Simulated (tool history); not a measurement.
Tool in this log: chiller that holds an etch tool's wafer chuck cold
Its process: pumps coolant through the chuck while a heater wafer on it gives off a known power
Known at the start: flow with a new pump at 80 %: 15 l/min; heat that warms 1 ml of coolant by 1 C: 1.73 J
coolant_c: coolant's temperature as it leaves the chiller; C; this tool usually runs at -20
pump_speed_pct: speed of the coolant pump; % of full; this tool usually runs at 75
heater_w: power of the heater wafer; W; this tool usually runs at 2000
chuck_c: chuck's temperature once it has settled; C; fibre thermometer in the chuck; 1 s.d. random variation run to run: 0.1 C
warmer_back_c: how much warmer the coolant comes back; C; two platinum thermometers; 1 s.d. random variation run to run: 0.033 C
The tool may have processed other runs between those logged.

run,hour,coolant_c,pump_speed_pct,heater_w,chuck_c,warmer_back_c
1,0,-20,75,2000,-6.7,4.98
2,16,-20,75,2000,-6.7,5.03
3,39.4,-20,75,2000,-6.8,5
4,60.6,-20,75,2000,-6.8,5.09
5,95.6,-20,76,2000,-6.6,5
6,118.1,-20,75,1207,-11.9,3.16
7,147.6,-20,75,1207,-11.9,3.16
8,177.6,-20,75,2000,-6.6,5.24
9,213.8,-20,75,2000,-6.5,5.23
10,244.3,-20,75,2000,-6.7,5.3
11,277.6,-20,75,2000,-6.7,5.31
12,295.1,-20,76,2000,-6.6,5.29
13,312.6,-20,76,1647,-9.1,4.51
# hour 329.3: gauge calibrated
14,330.7,-20,75,2000,-6.6,4.98
15,360.5,-20,75,2000,-6.7,5
16,393.5,-20,86,1891,-8.5,4.18
17,430.9,-15,67,2000,-0.8,5.72
18,468,-28,88,1643,-17.9,3.61
19,501.5,-16,72,1643,-4.8,4.48
20,533.9,-16,93,2592,-0.8,5.28
21,553.1,-16,93,2592,-0.9,5.4
22,579.6,-16,93,1178,-9.1,2.59
23,604.6,-20,75,1402,-10.5,3.86
24,622.8,-22,60,1775,-8.5,6.07
25,659.2,-17,60,2446,1.7,8.21
26,682.6,-23,65,2000,-8.4,6.33
27,717.1,-23,65,2000,-8.5,6.29

Each row is a separate what-if for the run after 27, all from the same tool condition, not one after another. Results?
A,752.3,-20,75,2610,?,?
B,752.3,-11,65,2000,?,?
C,752.3,-23,64,1178,?,?
D,752.3,-23,65,2767,?,?
E,752.3,-21,97,2212,?,?

run,chuck_c,warmer_back_c
A,-2.6,7.06
B,3.5,6.39
C,-14.3,4.07
D,-2.7,8.52
E,-8.2,4.74
With no hidden state in the tool, these same runs would have given:
run,chuck_c,warmer_back_c
A,-2.6,6.49
B,3.5,5.82
C,-14.3,3.51
D,-2.7,7.96
E,-8.2,4.17
